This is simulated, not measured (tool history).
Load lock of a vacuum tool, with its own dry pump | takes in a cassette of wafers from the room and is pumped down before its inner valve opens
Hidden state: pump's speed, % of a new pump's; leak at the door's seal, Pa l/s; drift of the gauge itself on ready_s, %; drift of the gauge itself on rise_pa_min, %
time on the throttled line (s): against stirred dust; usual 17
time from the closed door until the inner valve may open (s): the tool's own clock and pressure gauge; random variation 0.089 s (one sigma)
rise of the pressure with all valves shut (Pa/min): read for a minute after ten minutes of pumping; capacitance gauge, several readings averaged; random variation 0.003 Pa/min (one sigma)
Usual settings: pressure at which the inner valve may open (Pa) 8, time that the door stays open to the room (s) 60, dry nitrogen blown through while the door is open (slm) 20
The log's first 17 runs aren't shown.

| run | day | time on the throttled line (s) | pressure at which the inner valve may open (Pa) | time that the door stays open to the room (s) | dry nitrogen blown through while the door is open (slm) | hours that the pump has run since its overhaul | times that the door has closed on its seal | incoming humidity of the room's air, % | time from the closed door until the inner valve may open (s) | rise of the pressure with all valves shut (Pa/min) |
|---|---|---|---|---|---|---|---|---|---|---|
| 18 | 297.508 | 17 | 14 | 60 | 20 | 13099 | 5030 | 45.9 | 25.19 | 0.058 |
| 19 | 307.588 | 17 | 8 | 60 | 20 | 13341 | 5979 | 45.1 | 26.11 | 0.058 |
| 20 | 321.296 | 17 | 7 | 60 | 19 | 13670 | 7270 | 44.3 | 26.38 | 0.058 |
| 21 | 334.338 | 17 | 7 | 60 | 19 | 13983 | 8498 | 45.4 | 26.33 | 0.062 |
| 22 | 354.062 | 17 | 7 | 60 | 19 | 14456 | 10356 | 46.4 | 26.48 | 0.064 |
| 23 | 365.658 | 20 | 6 | 173 | 36 | 14734 | 11448 | 45.8 | 29.13 | 0.075 |
| 24 | 384.558 | 18 | 8 | 60 | 12 | 15188 | 13228 | 45.3 | 27.17 | 0.082 |
| 25 | 409.308 | 19 | 8 | 60 | 20 | 15782 | 15559 | 47.6 | 27.96 | 0.078 |
| 26 | 422.025 | 19 | 8 | 60 | 20 | 16087 | 16756 | 45.8 | 27.83 | 0.081 |
| 27 | 439.775 | 19 | 8 | 60 | 20 | 16513 | 18428 | 45.9 | 28.16 | 0.086 |
| 28 | 457.767 | 10 | 13 | 79 | 10 | 16945 | 20122 | 45 | 20.22 | 0.112 |
| 29 | 480.079 | 13 | 11 | 183 | 19 | 17480 | 22223 | 45.6 | 22.8 | 0.128 |
| 30 | 500.667 | 13 | 15 | 77 | 19 | 17975 | 24163 | 43.2 | 22.53 | 0.109 |
| 31 | 516.312 | 17 | 8 | 60 | 26 | 18350 | 25636 | 46.1 | 26.64 | 0.097 |
| 32 | 536.229 | 17 | 8 | 60 | 26 | 18828 | 27511 | 45.8 | 26.55 | 0.107 |
| 33 | 560.496 | 17 | 8 | 60 | 26 | 19410 | 29797 | 46.7 | 26.81 | 0.116 |
| 34 | 579.696 | 33 | 14 | 60 | 20 | 19871 | 31605 | 48.7 | 38.71 | 0.135 |
|  | 588.204 | dry pump taken out, an overhauled one fitted |
| 35 | 600.908 | 33 | 14 | 60 | 20 | 305 | 33579 | 43.3 | 37.69 | 0.137 |
| 36 | 622.896 | 17 | 8 | 35 | 20 | 833 | 35650 | 46.8 | 25.07 | 0.132 |
| 37 | 645.596 | 14 | 12 | 43 | 36 | 1377 | 37787 | 44.1 | 22.15 | 0.155 |
| 38 | 664.054 | 9 | 9 | 80 | 6 | 1820 | 39525 | 45.9 | 18.33 | 0.196 |

3 ways to go on from here, each from the tool as it stands after run 38. What would each give?
| A | 681.421 | 13 | 9 | 80 | 5 | 2237 | 41161 | 47 | ? | ? |
| B | 681.421 | 27 | 9 | 28 | 6 | 2237 | 41161 | 43.3 | ? | ? |
| C | 681.421 | 17 | 8 | 155 | 20 | 2237 | 41161 | 46.2 | ? | ? |

| run | time from the closed door until the inner valve may open (s) | rise of the pressure with all valves shut (Pa/min) |
|---|---|---|
| A | 21.81 | 0.216 |
| B | 33.32 | 0.173 |
| C | 25.09 | 0.198 |
Without the tool's hidden state the same runs would have given:
| run | time from the closed door until the inner valve may open (s) | rise of the pressure with all valves shut (Pa/min) |
|---|---|---|
| A | 21.57 | 0.089 |
| B | 33.14 | 0.049 |
| C | 24.84 | 0.071 |
